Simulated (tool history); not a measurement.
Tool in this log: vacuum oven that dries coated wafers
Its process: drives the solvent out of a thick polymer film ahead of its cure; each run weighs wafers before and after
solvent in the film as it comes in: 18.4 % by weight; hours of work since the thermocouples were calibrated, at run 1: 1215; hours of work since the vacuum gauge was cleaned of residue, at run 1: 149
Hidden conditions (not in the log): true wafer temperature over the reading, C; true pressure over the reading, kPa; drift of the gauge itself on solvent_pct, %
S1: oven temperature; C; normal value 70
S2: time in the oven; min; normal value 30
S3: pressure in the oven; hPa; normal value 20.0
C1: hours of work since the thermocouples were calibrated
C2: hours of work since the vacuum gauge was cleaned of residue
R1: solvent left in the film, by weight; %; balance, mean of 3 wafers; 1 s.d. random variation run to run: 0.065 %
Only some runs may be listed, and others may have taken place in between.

Run 1, hour 0.0: usual settings; C1 1215; C2 149. Result: R1 4.07 %.
Run 2, hour 22.1: usual settings; C1 1228; C2 162. Result: R1 4.15 %.
Run 3, hour 36.9: usual settings but S1 66 C; C1 1237; C2 170. Result: R1 5.54 %.
Run 4, hour 52.3: usual settings but S1 66 C; C1 1246; C2 179. Result: R1 5.61 %.
Run 5, hour 75.4: usual settings but S1 66 C; C1 1259; C2 193. Result: R1 5.62 %.
Run 6, hour 93.5: usual settings but S1 66 C; C1 1269; C2 203. Result: R1 5.48 %.
Run 7, hour 109.1: usual settings but S1 66 C; C1 1279; C2 212. Result: R1 5.60 %.
Run 8, hour 129.6: usual settings but S1 66 C; C1 1290; C2 224. Result: R1 5.57 %.
Run 9, hour 141.7: usual settings but S1 66 C; C1 1297; C2 231. Result: R1 5.72 %.
Run 10, hour 160.7: usual settings but S1 66 C; C1 1308; C2 242. Result: R1 5.58 %.
Run 11, hour 185.5: usual settings but S1 66 C; C1 1323; C2 256. Result: R1 5.49 %.
Run 12, hour 203.9: usual settings but S1 66 C; C1 1333; C2 267. Result: R1 5.54 %.
Run 13, hour 221.0: usual settings but S1 66 C; C1 1343; C2 277. Result: R1 5.40 %.
Run 14, hour 233.6: usual settings; C1 1351; C2 284. Result: R1 4.10 %.
Run 15, hour 258.3: usual settings but S1 71 C; C1 1365; C2 299. Result: R1 3.83 %.
At hour 273.5: oven's thermocouples calibrated.
Run 16, hour 273.5: usual settings but S1 71 C; C1 0; C2 306. Result: R1 3.77 %.
Run 17, hour 295.6: usual settings but S1 71 C; C1 13; C2 319. Result: R1 3.78 %.
Run 18, hour 315.4: usual settings but S1 71 C; C1 24; C2 331. Result: R1 3.77 %.
Run 19, hour 327.9: usual settings but S1 71 C, S2 26 min, S3 11.8 hPa; C1 32; C2 338. Result: R1 4.34 %.
Run 20, hour 347.9: usual settings but S1 71 C, S2 26 min, S3 11.8 hPa; C1 43; C2 349. Result: R1 4.32 %.
Run 21, hour 361.1: usual settings but S1 71 C, S2 26 min, S3 11.8 hPa; C1 51; C2 357. Result: R1 4.30 %.
Run 22, hour 378.0: usual settings but S1 66 C, S2 21 min, S3 32.5 hPa; C1 61; C2 367. Result: R1 7.69 %.
Run 23, hour 401.8: usual settings but S1 62 C, S2 21 min, S3 23.5 hPa; C1 74; C2 381. Result: R1 8.92 %.
Run 24, hour 427.0: usual settings but S1 68 C, S2 47 min, S3 32.1 hPa; C1 89; C2 395. Result: R1 2.95 %.
Run 25, hour 438.0: usual settings but S2 36 min; C1 95; C2 402. Result: R1 3.23 %.
Run 26, hour 457.7: usual settings but S2 36 min; C1 107; C2 413. Result: R1 3.30 %.
Run 27, hour 483.9: usual settings but S1 57 C, S2 40 min, S3 52.2 hPa; C1 122; C2 428. Result: R1 8.37 %.
Run 28, hour 501.6: usual settings but S1 68 C, S2 36 min, S3 43.2 hPa; C1 132; C2 439. Result: R1 4.38 %.
Run 29, hour 521.9: usual settings but S1 68 C, S2 36 min, S3 43.2 hPa; C1 144; C2 450. Result: R1 4.38 %.
Run 30, hour 540.0: usual settings but S1 57 C, S2 29 min; C1 155; C2 461. Result: R1 9.04 %.
Run 31, hour 565.7: usual settings but S1 57 C, S2 29 min; C1 169; C2 476. Result: R1 9.15 %.
Run 32, hour 590.5: usual settings but S2 40 min, S3 24.8 hPa; C1 184; C2 490. Result: R1 2.78 %.
Run 33, hour 616.4: usual settings but S1 56 C, S2 40 min, S3 31.7 hPa; C1 199; C2 505. Result: R1 8.30 %.
Run 34, hour 642.5: usual settings but S1 82 C; C1 214; C2 520. Result: R1 1.09 %.
Run 35, hour 661.1: usual settings but S1 72 C, S2 43 min, S3 37.0 hPa; C1 225; C2 531. Result: R1 2.27 %.

Here are 3 independent what-if runs from the current tool condition. What would each one return?
Run A, hour 686.9: usual settings but S1 80 C, S2 38 min, S3 11.0 hPa; C1 240; C2 546. Result: R1 ?.
Run B, hour 686.9: usual settings but S1 72 C, S2 31 min, S3 37.0 hPa; C1 240; C2 546. Result: R1 ?.
Run C, hour 686.9: usual settings but S2 43 min, S3 37.4 hPa; C1 240; C2 546. Result: R1 ?.

run    R1
  A  0.61
  B  3.68
  C  2.80
What these runs would have given with no unlogged condition in the tool:
run    R1
  A  0.61
  B  3.68
  C  2.79

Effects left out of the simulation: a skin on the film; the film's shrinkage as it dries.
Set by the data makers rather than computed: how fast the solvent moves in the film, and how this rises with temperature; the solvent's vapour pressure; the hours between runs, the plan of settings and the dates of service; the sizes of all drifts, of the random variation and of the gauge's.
